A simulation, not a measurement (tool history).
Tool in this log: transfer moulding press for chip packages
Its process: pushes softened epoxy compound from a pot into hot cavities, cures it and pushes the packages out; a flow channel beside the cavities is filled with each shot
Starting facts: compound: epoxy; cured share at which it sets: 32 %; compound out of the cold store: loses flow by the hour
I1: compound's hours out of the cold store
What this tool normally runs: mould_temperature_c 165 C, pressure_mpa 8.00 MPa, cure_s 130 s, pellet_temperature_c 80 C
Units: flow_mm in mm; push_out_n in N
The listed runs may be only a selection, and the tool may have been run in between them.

Run 1, hour 0.0: usual settings; I1 35.3. Result: flow_mm 581 mm, push_out_n 493 N.
At hour 81.9: cavities cleaned with cleaning compound and waxed.
Run 2, hour 81.9: usual settings; I1 30.1. Result: flow_mm 606 mm, push_out_n 494 N.
At hour 98.2: plunger's sealing rings changed.
At hour 134.9: mould's thermocouples calibrated.
Run 3, hour 142.6: usual settings; I1 45.9. Result: flow_mm 551 mm, push_out_n 483 N.
At hour 168.5: cavities cleaned with cleaning compound and waxed.
Run 4, hour 229.8: usual settings; I1 14.0. Result: flow_mm 640 mm, push_out_n 513 N.
At hour 248.7: cavities cleaned with cleaning compound and waxed.
Run 5, hour 297.0: usual settings; I1 32.8. Result: flow_mm 590 mm, push_out_n 515 N.
At hour 331.7: cavities cleaned with cleaning compound and waxed.
Run 6, hour 384.1: usual settings but pellet_temperature_c 83 C; I1 45.0. Result: flow_mm 568 mm, push_out_n 493 N.
At hour 415.8: cavities cleaned with cleaning compound and waxed.
Run 7, hour 441.3: usual settings but pellet_temperature_c 83 C; I1 21.0. Result: flow_mm 632 mm, push_out_n 497 N.
At hour 497.1: cavities cleaned with cleaning compound and waxed.
Run 8, hour 531.0: usual settings; I1 45.6. Result: flow_mm 560 mm, push_out_n 498 N.
At hour 578.6: cavities cleaned with cleaning compound and waxed.
Run 9, hour 605.6: usual settings; I1 37.3. Result: flow_mm 572 mm, push_out_n 504 N.
At hour 649.4: plunger's sealing rings changed.
Run 10, hour 655.1: usual settings; I1 28.5. Result: flow_mm 597 mm, push_out_n 501 N.
At hour 662.5: cavities cleaned with cleaning compound and waxed.
Run 11, hour 739.9: usual settings; I1 25.3. Result: flow_mm 617 mm, push_out_n 506 N.
At hour 745.8: cavities cleaned with cleaning compound and waxed.
Run 12, hour 781.7: usual settings but pellet_temperature_c 76 C; I1 36.0. Result: flow_mm 585 mm, push_out_n 505 N.
At hour 825.9: cavities cleaned with cleaning compound and waxed.
Run 13, hour 834.5: usual settings but pellet_temperature_c 76 C; I1 20.8. Result: flow_mm 622 mm, push_out_n 512 N.
Run 14, hour 890.9: usual settings but pellet_temperature_c 76 C; I1 38.9. Result: flow_mm 582 mm, push_out_n 507 N.
At hour 908.0: cavities cleaned with cleaning compound and waxed.
At hour 918.4: mould's thermocouples calibrated.
Run 15, hour 979.2: usual settings but pressure_mpa 6.33 MPa, pellet_temperature_c 79 C; I1 18.7. Result: flow_mm 557 mm, push_out_n 520 N.
At hour 997.6: cavities cleaned with cleaning compound and waxed.
Run 16, hour 1020.3: usual settings but mould_temperature_c 166 C, pellet_temperature_c 75 C; I1 33.1. Result: flow_mm 598 mm, push_out_n 487 N.
At hour 1081.9: cavities cleaned with cleaning compound and waxed.
Run 17, hour 1093.8: usual settings but mould_temperature_c 166 C, pressure_mpa 8.59 MPa, cure_s 154 s, pellet_temperature_c 73 C; I1 36.5. Result: flow_mm 606 mm, push_out_n 464 N.
Run 18, hour 1144.4: usual settings but pressure_mpa 8.03 MPa; I1 23.0. Result: flow_mm 621 mm, push_out_n 492 N.
At hour 1162.2: cavities cleaned with cleaning compound and waxed.
At hour 1205.6: plunger's sealing rings changed.
Run 19, hour 1208.2: usual settings but mould_temperature_c 164 C, pressure_mpa 7.96 MPa, cure_s 152 s, pellet_temperature_c 71 C; I1 21.9. Result: flow_mm 629 mm, push_out_n 460 N.
At hour 1246.9: cavities cleaned with cleaning compound and waxed.
Run 20, hour 1254.7: usual settings but mould_temperature_c 171 C, pressure_mpa 9.38 MPa; I1 40.6. Result: flow_mm 609 mm, push_out_n 445 N.
Run 21, hour 1293.5: usual settings but mould_temperature_c 171 C, pressure_mpa 9.38 MPa, pellet_temperature_c 88 C; I1 18.6. Result: flow_mm 664 mm, push_out_n 448 N.
At hour 1332.9: cavities cleaned with cleaning compound and waxed.
Run 22, hour 1338.4: usual settings but mould_temperature_c 171 C, pressure_mpa 9.38 MPa, pellet_temperature_c 88 C; I1 25.3. Result: flow_mm 655 mm, push_out_n 456 N.
Run 23, hour 1409.0: usual settings but pressure_mpa 6.82 MPa, cure_s 158 s, pellet_temperature_c 81 C; I1 46.6. Result: flow_mm 504 mm, push_out_n 471 N.
At hour 1418.6: cavities cleaned with cleaning compound and waxed.
Run 24, hour 1470.4: usual settings but pressure_mpa 6.82 MPa, cure_s 158 s, pellet_temperature_c 88 C; I1 36.4. Result: flow_mm 534 mm, push_out_n 457 N.
At hour 1500.0: cavities cleaned with cleaning compound and waxed.
Run 25, hour 1528.2: usual settings but pressure_mpa 6.82 MPa, cure_s 158 s, pellet_temperature_c 88 C; I1 41.3. Result: flow_mm 517 mm, push_out_n 441 N.

Branching from run 25: 5 alternative next runs. What would each branch give?
At hour 1586.2: cavities cleaned with cleaning compound and waxed.
Run A, hour 1618.9: usual settings but mould_temperature_c 173 C, pressure_mpa 6.74 MPa, cure_s 116 s; I1 28.7. Result: flow_mm ?, push_out_n ?.
At hour 1586.2: cavities cleaned with cleaning compound and waxed.
Run B, hour 1618.9: usual settings but mould_temperature_c 169 C, pressure_mpa 6.82 MPa, cure_s 158 s, pellet_temperature_c 88 C; I1 41.8. Result: flow_mm ?, push_out_n ?.
At hour 1586.2: cavities cleaned with cleaning compound and waxed.
Run C, hour 1618.9: usual settings but mould_temperature_c 162 C, pressure_mpa 6.82 MPa, cure_s 147 s, pellet_temperature_c 88 C; I1 45.7. Result: flow_mm ?, push_out_n ?.
At hour 1586.2: cavities cleaned with cleaning compound and waxed.
Run D, hour 1618.9: usual settings but mould_temperature_c 171 C, pressure_mpa 6.82 MPa, cure_s 158 s, pellet_temperature_c 88 C; I1 16.7. Result: flow_mm ?, push_out_n ?.
At hour 1586.2: cavities cleaned with cleaning compound and waxed.
Run E, hour 1618.9: usual settings but mould_temperature_c 166 C, cure_s 128 s; I1 10.8. Result: flow_mm ?, push_out_n ?.

run  flow_mm  push_out_n
  A      532         450
  B      514         448
  C      535         512
  D      575         454
  E      647         517
Without the tool's unlogged condition, the same runs would have read:
run  flow_mm  push_out_n
  A      532         448
  B      514         445
  C      536         509
  D      575         451
  E      647         514

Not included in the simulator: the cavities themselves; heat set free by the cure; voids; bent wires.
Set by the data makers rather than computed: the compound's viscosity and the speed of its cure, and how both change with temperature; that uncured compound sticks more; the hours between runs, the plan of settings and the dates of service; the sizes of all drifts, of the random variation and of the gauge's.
